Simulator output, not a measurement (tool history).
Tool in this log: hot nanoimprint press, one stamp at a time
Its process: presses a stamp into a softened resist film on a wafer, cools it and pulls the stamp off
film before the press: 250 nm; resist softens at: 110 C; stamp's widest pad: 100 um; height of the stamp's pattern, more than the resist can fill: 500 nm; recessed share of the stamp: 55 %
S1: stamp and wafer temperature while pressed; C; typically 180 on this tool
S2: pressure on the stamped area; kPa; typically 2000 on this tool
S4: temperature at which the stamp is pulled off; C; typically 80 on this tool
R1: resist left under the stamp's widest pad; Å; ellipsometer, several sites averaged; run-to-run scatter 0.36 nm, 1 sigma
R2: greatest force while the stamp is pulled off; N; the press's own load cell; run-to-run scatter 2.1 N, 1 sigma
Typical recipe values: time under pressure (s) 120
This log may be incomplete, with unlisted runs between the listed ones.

Run 1, hour 0.0: usual settings. Result: R1 1179 Å, R2 96 N.
Run 2, hour 9.5: usual settings. Result: R1 1173 Å, R2 96 N.
Run 3, hour 17.9: usual settings. Result: R1 1179 Å, R2 96 N.
Run 4, hour 25.4: usual settings. Result: R1 1189 Å, R2 95 N.
Run 5, hour 33.7: usual settings but time under pressure (s) 210. Result: R1 956 Å, R2 97 N.
Run 6, hour 42.8: usual settings but S1 182 C. Result: R1 1110 Å, R2 95 N.
At hour 54.4: stamp cleaned and given a new release coat.
Run 7, hour 58.7: usual settings but S1 182 C. Result: R1 1109 Å, R2 97 N.
Run 8, hour 70.5: usual settings but S1 182 C. Result: R1 1117 Å, R2 90 N.
Run 9, hour 80.3: usual settings. Result: R1 1182 Å, R2 94 N.
Run 10, hour 93.3: usual settings. Result: R1 1193 Å, R2 95 N.
Run 11, hour 99.8: usual settings. Result: R1 1187 Å, R2 92 N.
Run 12, hour 108.5: usual settings. Result: R1 1193 Å, R2 91 N.
Run 13, hour 118.2: usual settings but S2 3070 kPa. Result: R1 972 Å, R2 96 N.
Run 14, hour 126.0: usual settings but S2 2720 kPa, S4 68 C. Result: R1 1035 Å, R2 123 N.
Run 15, hour 138.9: usual settings but S1 189 C, time under pressure (s) 195, S4 78 C. Result: R1 740 Å, R2 100 N.
Run 16, hour 146.4: usual settings but S1 189 C, time under pressure (s) 195, S4 78 C. Result: R1 736 Å, R2 98 N.
Run 17, hour 157.7: usual settings but S1 171 C, S2 2110 kPa, time under pressure (s) 195, S4 78 C. Result: R1 1334 Å, R2 98 N.
At hour 167.1: gauge calibrated.
Run 18, hour 167.1: usual settings but S1 179 C, S2 2270 kPa, time under pressure (s) 195. Result: R1 960 Å, R2 93 N.
Run 19, hour 174.2: usual settings but S1 179 C, S2 2270 kPa, time under pressure (s) 195. Result: R1 952 Å, R2 94 N.
Run 20, hour 182.5: usual settings but S1 188 C, S4 65 C. Result: R1 914 Å, R2 133 N.
Run 21, hour 192.3: usual settings but S2 2210 kPa. Result: R1 1120 Å, R2 94 N.
Run 22, hour 201.5: usual settings but S1 177 C, S2 2090 kPa, time under pressure (s) 138. Result: R1 1211 Å, R2 94 N.
Run 23, hour 213.7: usual settings but S1 177 C, S2 2090 kPa, time under pressure (s) 138. Result: R1 1219 Å, R2 90 N.
Run 24, hour 225.5: usual settings but S1 177 C, S2 2090 kPa, time under pressure (s) 138. Result: R1 1222 Å, R2 91 N.
Run 25, hour 231.0: usual settings but S1 189 C, S2 2090 kPa, time under pressure (s) 197. Result: R1 713 Å, R2 90 N.
Run 26, hour 244.1: usual settings but S1 170 C, S2 2630 kPa, time under pressure (s) 153, S4 67 C. Result: R1 1357 Å, R2 125 N.

Alternative continuations, all from the tool just after run 26; predict every row:
Run A, hour 254.2: usual settings but S1 170 C, S2 1360 kPa, time under pressure (s) 153, S4 67 C. Result: R1 ?, R2 ?.
Run B, hour 254.2: usual settings but time under pressure (s) 116, S4 74 C. Result: R1 ?, R2 ?.
Run C, hour 254.2: usual settings but S2 1760 kPa, time under pressure (s) 122, S4 66 C. Result: R1 ?, R2 ?.
Run D, hour 254.2: usual settings but S1 168 C, S2 1380 kPa, time under pressure (s) 177. Result: R1 ?, R2 ?.

run    R1   R2
  A  1737  121
  B  1210  109
  C  1247  121
  D  1760   95
What these runs would have given with no unlogged condition in the tool:
run    R1   R2
  A  1720  120
  B  1198  108
  C  1235  120
  D  1743   95
